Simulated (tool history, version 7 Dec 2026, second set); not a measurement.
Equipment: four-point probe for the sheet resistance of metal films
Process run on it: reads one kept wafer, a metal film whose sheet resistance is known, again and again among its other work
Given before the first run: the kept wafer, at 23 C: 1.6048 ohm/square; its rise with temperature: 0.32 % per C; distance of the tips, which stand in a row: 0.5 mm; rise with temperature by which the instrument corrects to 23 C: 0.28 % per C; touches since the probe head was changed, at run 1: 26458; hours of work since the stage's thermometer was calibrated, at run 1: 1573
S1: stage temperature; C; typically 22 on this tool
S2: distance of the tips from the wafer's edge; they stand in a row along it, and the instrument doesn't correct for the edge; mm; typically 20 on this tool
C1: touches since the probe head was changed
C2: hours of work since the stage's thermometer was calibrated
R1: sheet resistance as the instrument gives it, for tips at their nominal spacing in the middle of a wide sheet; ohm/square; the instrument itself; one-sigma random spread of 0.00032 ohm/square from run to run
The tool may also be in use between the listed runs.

| run | hour | S1 | S2 | C1 | C2 | R1 |
|---|---|---|---|---|---|---|
| 1 | 0 | 22 | 20 | 26458 | 1573 | 1.599104 |
| 2 | 23.6 | 22 | 20 | 26788 | 1585 | 1.599135 |
| 3 | 62.1 | 22 | 20 | 27329 | 1604 | 1.598729 |
| 4 | 93.8 | 22 | 20 | 27774 | 1620 | 1.598688 |
| 5 | 129.7 | 18 | 20 | 28276 | 1638 | 1.596902 |
| 6 | 169.7 | 18 | 20 | 28837 | 1659 | 1.596359 |
| 7 | 204.5 | 18 | 20 | 29325 | 1676 | 1.596088 |
| 8 | 241.9 | 22 | 20 | 29850 | 1695 | 1.598408 |
| 9 | 291 | 19 | 20 | 30538 | 1720 | 1.596867 |
| 10 | 316.5 | 19 | 20 | 30895 | 1733 | 1.596599 |
| 11 | 353.7 | 19 | 20 | 31417 | 1752 | 1.597234 |
| 12 | 381 | 19 | 20 | 31800 | 1765 | 1.596268 |
| 13 | 425.9 | 19 | 20 | 32430 | 1788 | 1.595624 |
| 14 | 471.8 | 19 | 20 | 33073 | 1811 | 1.595811 |
|  | 490.4 | stage's thermometer calibrated |
| 15 | 521.2 | 22 | 6 | 33760 | 16 | 1.604448 |
| 16 | 564.1 | 29 | 20 | 34360 | 37 | 1.603379 |
| 17 | 601 | 27 | 20 | 34879 | 56 | 1.601691 |
| 18 | 647.7 | 27 | 20 | 35533 | 79 | 1.601664 |
| 19 | 692.7 | 24 | 20 | 36165 | 102 | 1.599859 |
| 20 | 719.9 | 24 | 20 | 36546 | 116 | 1.59952 |
|  | 747.5 | stage's thermometer calibrated, once more |
| 21 | 762.8 | 24 | 20 | 37140 | 8 | 1.595768 |
| 22 | 813.6 | 19 | 32 | 37852 | 33 | 1.592397 |
| 23 | 864 | 19 | 32 | 38559 | 59 | 1.591996 |
| 24 | 888.4 | 19 | 32 | 38902 | 71 | 1.592145 |
| 25 | 938.9 | 34 | 5 | 39609 | 97 | 1.609418 |
| 26 | 963.1 | 22 | 15 | 39948 | 109 | 1.594649 |
| 27 | 1010 | 19 | 32 | 40606 | 133 | 1.592019 |
| 28 | 1050.4 | 19 | 4 | 41173 | 153 | 1.605161 |
| 29 | 1075.3 | 30 | 44 | 41522 | 166 | 1.59801 |
| 30 | 1098.1 | 18 | 5 | 41842 | 177 | 1.599414 |
| 31 | 1134.4 | 25 | 21 | 42350 | 195 | 1.595905 |
| 32 | 1186 | 33 | 20 | 43074 | 221 | 1.600443 |
| 33 | 1217 | 34 | 7 | 43510 | 237 | 1.604975 |
| 34 | 1255.6 | 23 | 8 | 44051 | 257 | 1.597153 |
| 35 | 1277.8 | 23 | 8 | 44362 | 268 | 1.596778 |
| 36 | 1322.5 | 23 | 8 | 44989 | 290 | 1.597379 |

Branching from run 36: 5 alternative next runs. What would each branch give?
| A | 1355 | 32 | 26 | 45445 | 307 | ? |
| B | 1355 | 22 | 14 | 45445 | 307 | ? |
| C | 1355 | 31 | 20 | 45445 | 307 | ? |
| D | 1355 | 25 | 20 | 45445 | 307 | ? |
| E | 1355 | 33 | 17 | 45445 | 307 | ? |

| run | R1 |
|---|---|
| A | 1.59878 |
| B | 1.593684 |
| C | 1.598876 |
| D | 1.595501 |
| E | 1.600095 |
Had the tool no hidden state, the same runs would have come out as:
| run | R1 |
|---|---|
| A | 1.609982 |
| B | 1.604836 |
| C | 1.610076 |
| D | 1.60667 |
| E | 1.611306 |
